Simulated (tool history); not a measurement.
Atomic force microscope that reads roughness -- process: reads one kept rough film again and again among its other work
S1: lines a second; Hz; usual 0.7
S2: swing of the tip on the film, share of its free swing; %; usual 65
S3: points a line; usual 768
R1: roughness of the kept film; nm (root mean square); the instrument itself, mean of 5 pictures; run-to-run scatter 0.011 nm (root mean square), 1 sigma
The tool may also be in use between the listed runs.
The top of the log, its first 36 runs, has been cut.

run   hour     S1  S2   S3     R1
 37  468.9  0.609  60  301  2.454
 38  483.3  0.609  60  301  2.427
 39  497.6  1.639  60  954  2.366
 40  512.4  1.639  77  954   2.22
 41  523.9    0.7  83  513  2.241
 42  536.4    0.7  83  513  2.206
 43  545.5    0.7  89  768  2.159
 44  562.3  0.564  76  880  2.197
 45  573.2  1.123  76  650  2.109

Here are 4 independent what-if runs from the current tool condition. What would each one return?
  A  586.7  2.097  80  264   ?
  B  586.7  1.796  76  799   ?
  C  586.7    0.7  73  490   ?
  D  586.7  1.123  65  775   ?

run     R1
  A  1.925
  B  2.021
  C  2.144
  D  2.154
With no hidden state in the tool, these same runs would have given:
run     R1
  A  2.375
  B  2.493
  C  2.645
  D  2.657
